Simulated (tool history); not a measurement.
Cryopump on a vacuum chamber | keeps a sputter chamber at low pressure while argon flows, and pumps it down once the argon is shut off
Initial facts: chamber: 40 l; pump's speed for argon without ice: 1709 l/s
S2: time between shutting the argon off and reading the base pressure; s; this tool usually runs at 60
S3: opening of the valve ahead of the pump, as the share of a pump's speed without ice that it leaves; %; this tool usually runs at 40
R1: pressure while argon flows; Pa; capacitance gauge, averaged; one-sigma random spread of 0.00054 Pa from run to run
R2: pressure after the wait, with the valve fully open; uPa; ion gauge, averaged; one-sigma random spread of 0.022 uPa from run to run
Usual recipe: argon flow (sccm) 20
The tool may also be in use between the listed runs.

Run 1, hour 0.0: usual settings. Result: R1 0.0506 Pa, R2 1.81 uPa.
Run 2, hour 80.7: usual settings. Result: R1 0.0508 Pa, R2 1.84 uPa.
Run 3, hour 146.2: usual settings but argon flow (sccm) 37. Result: R1 0.0937 Pa, R2 1.89 uPa.
Run 4, hour 220.6: usual settings but S3 34 %. Result: R1 0.0596 Pa, R2 2.01 uPa.
Run 5, hour 277.9: usual settings but S2 104 s. Result: R1 0.0510 Pa, R2 1.86 uPa.
Run 6, hour 363.9: usual settings but S2 104 s. Result: R1 0.0521 Pa, R2 1.88 uPa.
Run 7, hour 443.3: usual settings but S2 104 s. Result: R1 0.0525 Pa, R2 1.99 uPa.
Run 8, hour 515.8: usual settings but S2 104 s. Result: R1 0.0533 Pa, R2 2.06 uPa.
Run 9, hour 581.0: usual settings but S2 104 s. Result: R1 0.0532 Pa, R2 2.14 uPa.
Run 10, hour 641.4: usual settings. Result: R1 0.0530 Pa, R2 2.37 uPa.
Run 11, hour 759.2: usual settings. Result: R1 0.0541 Pa, R2 0.79 uPa.
Run 12, hour 811.5: usual settings. Result: R1 0.0540 Pa, R2 0.77 uPa.
Run 13, hour 896.4: usual settings but S3 54 %. Result: R1 0.0413 Pa, R2 0.89 uPa.
Run 14, hour 1010.4: usual settings. Result: R1 0.0551 Pa, R2 0.95 uPa.
Run 15, hour 1058.5: usual settings but argon flow (sccm) 33. Result: R1 0.0908 Pa, R2 1.07 uPa.
Run 16, hour 1173.1: usual settings but argon flow (sccm) 33. Result: R1 0.0927 Pa, R2 1.11 uPa.
Run 17, hour 1245.8: usual settings but argon flow (sccm) 33. Result: R1 0.0917 Pa, R2 1.20 uPa.
Run 18, hour 1325.1: usual settings but argon flow (sccm) 33. Result: R1 0.0933 Pa, R2 1.35 uPa.
Run 19, hour 1405.3: usual settings but argon flow (sccm) 12, S2 249 s. Result: R1 0.0345 Pa, R2 1.01 uPa.
Run 20, hour 1471.2: usual settings but argon flow (sccm) 21, S2 38 s, S3 59 %. Result: R1 0.0439 Pa, R2 1.70 uPa.
Run 21, hour 1545.4: usual settings but argon flow (sccm) 13, S2 36 s. Result: R1 0.0374 Pa, R2 1.84 uPa.
Run 22, hour 1661.0: usual settings but argon flow (sccm) 13, S2 24 s, S3 19 %. Result: R1 0.0681 Pa, R2 1.94 uPa.
Run 23, hour 1748.1: usual settings but S2 30 s, S3 53 %. Result: R1 0.0386 Pa, R2 1.81 uPa.
Run 24, hour 1825.1: usual settings. Result: R1 0.0516 Pa, R2 1.45 uPa.
Run 25, hour 1922.4: usual settings but S2 250 s, S3 26 %. Result: R1 0.0775 Pa, R2 1.21 uPa.
Run 26, hour 2011.2: usual settings but S2 44 s. Result: R1 0.0512 Pa, R2 1.77 uPa.
Run 27, hour 2117.8: usual settings but argon flow (sccm) 14, S3 36 %. Result: R1 0.0403 Pa, R2 1.74 uPa.
Run 28, hour 2166.1: usual settings but argon flow (sccm) 14, S2 103 s, S3 52 %. Result: R1 0.0291 Pa, R2 1.56 uPa.
Run 29, hour 2218.4: usual settings but argon flow (sccm) 23, S2 40 s, S3 41 %. Result: R1 0.0592 Pa, R2 2.12 uPa.
Run 30, hour 2305.7: usual settings but argon flow (sccm) 34, S2 40 s, S3 31 %. Result: R1 0.1137 Pa, R2 2.15 uPa.
Run 31, hour 2388.6: usual settings but argon flow (sccm) 26, S2 197 s, S3 46 %. Result: R1 0.0597 Pa, R2 1.73 uPa.
Run 32, hour 2461.2: usual settings but argon flow (sccm) 13, S2 72 s, S3 57 %. Result: R1 0.0255 Pa, R2 2.04 uPa.
Run 33, hour 2514.1: usual settings but argon flow (sccm) 13, S2 72 s, S3 57 %. Result: R1 0.0254 Pa, R2 2.07 uPa.

Not shown here: 2 entries made in the log between runs. Locate each between two listed runs and compare the hidden state at the listed run before it with the hidden state at the listed run after it:
Runs 10 to 11: leaking fittings of the chamber tightened, without venting (hour 704.9)
  pump's speed, % of a pump's without ice: 86 -> 84.1; cold plate's temperature, K: 12.85 -> 12.88; leak into the chamber, uPa l/s: 2826 -> 399
  difference, measured minus the result without the unlogged condition, R1: +0.0036 -> +0.0041 Pa; R2: +1.76 -> +0.11 uPa
Runs 21 to 22: pump warmed up, emptied and cooled again (hour 1592.7)
  pump's speed, % of a pump's without ice: 72.1 -> 98.2; cold plate's temperature, K: 13.11 -> 13.14; leak into the chamber, uPa l/s: 1286 -> 1408
  difference, measured minus the result without the unlogged condition, R1: +0.0054 -> +0.0005 Pa; R2: +0.90 -> +0.66 uPa
